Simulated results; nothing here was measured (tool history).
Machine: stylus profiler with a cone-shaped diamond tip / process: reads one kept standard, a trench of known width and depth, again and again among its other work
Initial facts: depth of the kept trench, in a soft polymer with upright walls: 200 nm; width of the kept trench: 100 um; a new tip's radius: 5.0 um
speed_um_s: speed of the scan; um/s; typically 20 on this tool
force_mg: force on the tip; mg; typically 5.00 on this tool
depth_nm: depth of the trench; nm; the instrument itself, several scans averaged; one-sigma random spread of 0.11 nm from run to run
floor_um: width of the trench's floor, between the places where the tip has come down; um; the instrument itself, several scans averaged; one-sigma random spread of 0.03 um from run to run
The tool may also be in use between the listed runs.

Run 1, hour 0.0: usual settings. Result: depth_nm 202.52 nm, floor_um 96.14 um.
Run 2, hour 33.1: usual settings. Result: depth_nm 202.58 nm, floor_um 96.22 um.
Run 3, hour 78.9: usual settings but speed_um_s 6 um/s. Result: depth_nm 202.80 nm, floor_um 96.22 um.
Run 4, hour 115.1: usual settings but speed_um_s 6 um/s. Result: depth_nm 202.62 nm, floor_um 96.21 um.
At hour 123.2: height scale calibrated on a step standard.
Run 5, hour 144.0: usual settings but speed_um_s 6 um/s. Result: depth_nm 203.58 nm, floor_um 96.24 um.
Run 6, hour 164.0: usual settings but speed_um_s 6 um/s. Result: depth_nm 203.22 nm, floor_um 96.29 um.
Run 7, hour 199.8: usual settings but speed_um_s 6 um/s. Result: depth_nm 203.32 nm, floor_um 96.20 um.
Run 8, hour 229.2: usual settings but speed_um_s 6 um/s. Result: depth_nm 203.42 nm, floor_um 96.17 um.
Run 9, hour 274.0: usual settings but speed_um_s 6 um/s. Result: depth_nm 203.27 nm, floor_um 96.06 um.
Run 10, hour 316.9: usual settings but speed_um_s 6 um/s. Result: depth_nm 203.24 nm, floor_um 96.16 um.
Run 11, hour 365.0: usual settings but speed_um_s 6 um/s. Result: depth_nm 203.28 nm, floor_um 96.05 um.
Run 12, hour 390.7: usual settings but speed_um_s 6 um/s. Result: depth_nm 203.38 nm, floor_um 96.04 um.
Run 13, hour 425.2: usual settings but speed_um_s 10 um/s. Result: depth_nm 203.32 nm, floor_um 96.05 um.
Run 14, hour 448.2: usual settings but speed_um_s 10 um/s. Result: depth_nm 203.06 nm, floor_um 96.02 um.
Run 15, hour 469.2: usual settings but force_mg 9.59 mg. Result: depth_nm 205.06 nm, floor_um 95.98 um.
Run 16, hour 513.1: usual settings but force_mg 9.59 mg. Result: depth_nm 204.88 nm, floor_um 96.02 um.
Run 17, hour 548.7: usual settings but speed_um_s 16 um/s, force_mg 9.59 mg. Result: depth_nm 204.94 nm, floor_um 95.98 um.
Run 18, hour 585.4: usual settings but speed_um_s 48 um/s, force_mg 5.49 mg. Result: depth_nm 203.28 nm, floor_um 95.85 um.
Run 19, hour 609.5: usual settings but speed_um_s 48 um/s, force_mg 5.49 mg. Result: depth_nm 203.32 nm, floor_um 95.75 um.
Run 20, hour 658.4: usual settings but speed_um_s 48 um/s, force_mg 5.49 mg. Result: depth_nm 203.60 nm, floor_um 95.76 um.
Run 21, hour 689.3: usual settings but speed_um_s 39 um/s, force_mg 2.09 mg. Result: depth_nm 201.77 nm, floor_um 95.67 um.
Run 22, hour 720.4: usual settings but speed_um_s 8 um/s. Result: depth_nm 202.96 nm, floor_um 95.90 um.
Run 23, hour 760.7: usual settings but speed_um_s 8 um/s. Result: depth_nm 203.06 nm, floor_um 95.91 um.
Run 24, hour 800.5: usual settings but speed_um_s 8 um/s. Result: depth_nm 203.01 nm, floor_um 95.84 um.
At hour 833.5: new tip fitted, height scale calibrated.
Run 25, hour 834.7: usual settings but speed_um_s 72 um/s, force_mg 4.08 mg. Result: depth_nm 202.94 nm, floor_um 96.87 um.
Run 26, hour 873.2: usual settings but speed_um_s 9 um/s, force_mg 4.81 mg. Result: depth_nm 202.87 nm, floor_um 97.13 um.
Run 27, hour 902.7: usual settings but speed_um_s 10 um/s, force_mg 6.23 mg. Result: depth_nm 203.94 nm, floor_um 97.11 um.
Run 28, hour 924.4: usual settings but speed_um_s 15 um/s, force_mg 3.17 mg. Result: depth_nm 202.47 nm, floor_um 97.07 um.
Run 29, hour 951.2: usual settings but speed_um_s 15 um/s, force_mg 3.17 mg. Result: depth_nm 202.30 nm, floor_um 97.07 um.
Run 30, hour 986.6: usual settings but speed_um_s 12 um/s, force_mg 2.79 mg. Result: depth_nm 202.18 nm, floor_um 97.13 um.
Run 31, hour 1008.4: usual settings but speed_um_s 12 um/s, force_mg 2.79 mg. Result: depth_nm 202.32 nm, floor_um 96.99 um.
Run 32, hour 1055.9: usual settings but force_mg 9.10 mg. Result: depth_nm 204.71 nm, floor_um 96.99 um.
Run 33, hour 1085.7: usual settings but speed_um_s 10 um/s, force_mg 13.76 mg. Result: depth_nm 206.39 nm, floor_um 97.04 um.
Run 34, hour 1120.8: usual settings but speed_um_s 49 um/s, force_mg 2.50 mg. Result: depth_nm 202.01 nm, floor_um 96.76 um.

Below are 5 alternative next runs, each starting from the tool's condition after run 34. Predict each:
Run A, hour 1155.3: usual settings but speed_um_s 26 um/s, force_mg 4.43 mg. Result: depth_nm ?, floor_um ?.
Run B, hour 1155.3: usual settings but speed_um_s 42 um/s, force_mg 5.88 mg. Result: depth_nm ?, floor_um ?.
Run C, hour 1155.3: usual settings but speed_um_s 7 um/s, force_mg 11.76 mg. Result: depth_nm ?, floor_um ?.
Run D, hour 1155.3: usual settings but speed_um_s 27 um/s, force_mg 4.17 mg. Result: depth_nm ?, floor_um ?.
Run E, hour 1155.3: usual settings but speed_um_s 49 um/s, force_mg 5.81 mg. Result: depth_nm ?, floor_um ?.

run  depth_nm  floor_um
  A    202.97     96.89
  B    203.51     96.85
  C    205.71     96.94
  D    202.55     96.87
  E    203.59     96.84
What these runs would have given with no unlogged condition in the tool:
run  depth_nm  floor_um
  A    203.13     97.10
  B    203.67     97.06
  C    205.87     97.15
  D    202.71     97.08
  E    203.75     97.05
